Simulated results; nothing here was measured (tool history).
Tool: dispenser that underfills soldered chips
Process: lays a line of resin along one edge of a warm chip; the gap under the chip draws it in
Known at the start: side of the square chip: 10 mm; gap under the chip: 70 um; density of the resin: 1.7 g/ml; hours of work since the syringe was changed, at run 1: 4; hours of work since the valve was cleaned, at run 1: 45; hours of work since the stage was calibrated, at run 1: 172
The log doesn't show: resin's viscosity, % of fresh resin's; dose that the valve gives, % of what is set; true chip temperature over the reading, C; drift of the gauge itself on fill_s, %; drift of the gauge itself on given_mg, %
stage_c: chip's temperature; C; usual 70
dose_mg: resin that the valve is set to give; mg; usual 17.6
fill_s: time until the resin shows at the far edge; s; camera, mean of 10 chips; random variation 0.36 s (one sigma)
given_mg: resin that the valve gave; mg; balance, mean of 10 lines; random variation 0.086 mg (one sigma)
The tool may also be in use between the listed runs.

run	hour	stage_c	dose_mg	hours of work since the syringe was changed	hours of work since the valve was cleaned	hours of work since the stage was calibrated	fill_s	given_mg
1	0	70	17.6	4	45	172	27.6	16.92
# hour 9.4: new syringe of resin
2	14.9	70	17.6	3	54	181	27.1	16.75
# hour 23.9: new syringe of resin
3	28.9	70	17.6	3	63	190	26.1	16.62
4	36.8	70	17.6	8	68	194	38.2	16.53
# hour 39.1: new syringe of resin
5	53	70	20.2	9	77	204	40.5	18.85
# hour 54.2: new syringe of resin
6	64.8	70	17.6	7	85	211	35.2	16.42
# hour 69: new syringe of resin
7	78.7	58	17.6	6	93	220	50.7	16.18
# hour 83.6: new syringe of resin
8	94.6	58	17.6	7	103	229	54.9	16.19
# hour 98.3: new syringe of resin
9	108.5	58	17.6	6	111	238	52.7	16.09
# hour 113.2: new syringe of resin
# hour 116.4: dispensing valve cleaned and set on the balance
10	117.6	58	17.6	2	1	243	35.5	17.58
# hour 128.7: new syringe of resin
11	133.2	58	17.6	3	10	252	36.4	17.46
12	141.3	72	19.2	8	15	257	34.2	18.78
# hour 143.4: new syringe of resin
13	148.1	75	18.2	3	19	261	20.8	17.84
14	155.4	75	18.2	7	24	266	31.4	17.73
# hour 158.1: new syringe of resin
15	171.2	75	18.2	8	33	275	32.1	17.58
# hour 172.8: new syringe of resin
16	181.1	75	18.2	5	39	281	26	17.65
# hour 187.7: new syringe of resin
17	188.4	75	18.2	0	43	285	16.4	17.58
18	197.7	75	18.2	6	49	291	28.1	17.47
# hour 202.5: new syringe of resin
19	205.6	62	20.9	2	54	296	28.3	20.06

Forecast each of these 4 alternatives for the next run:
# hour 217.5: new syringe of resin
A	217.6	57	17.5	0	61	303	?	?
# hour 217.5: new syringe of resin
B	217.6	78	20	0	61	303	?	?
# hour 217.5: new syringe of resin
C	217.6	70	17.4	0	61	303	?	?
# hour 217.5: new syringe of resin
D	217.6	59	16.4	0	61	303	?	?

run	fill_s	given_mg
A	31.1	16.62
B	14.2	18.89
C	20	16.43
D	29.4	15.61
Without the tool's hidden state the same runs would have given:
run	fill_s	given_mg
A	32.7	17.54
B	14.9	19.94
C	20.9	17.34
D	30.7	16.47

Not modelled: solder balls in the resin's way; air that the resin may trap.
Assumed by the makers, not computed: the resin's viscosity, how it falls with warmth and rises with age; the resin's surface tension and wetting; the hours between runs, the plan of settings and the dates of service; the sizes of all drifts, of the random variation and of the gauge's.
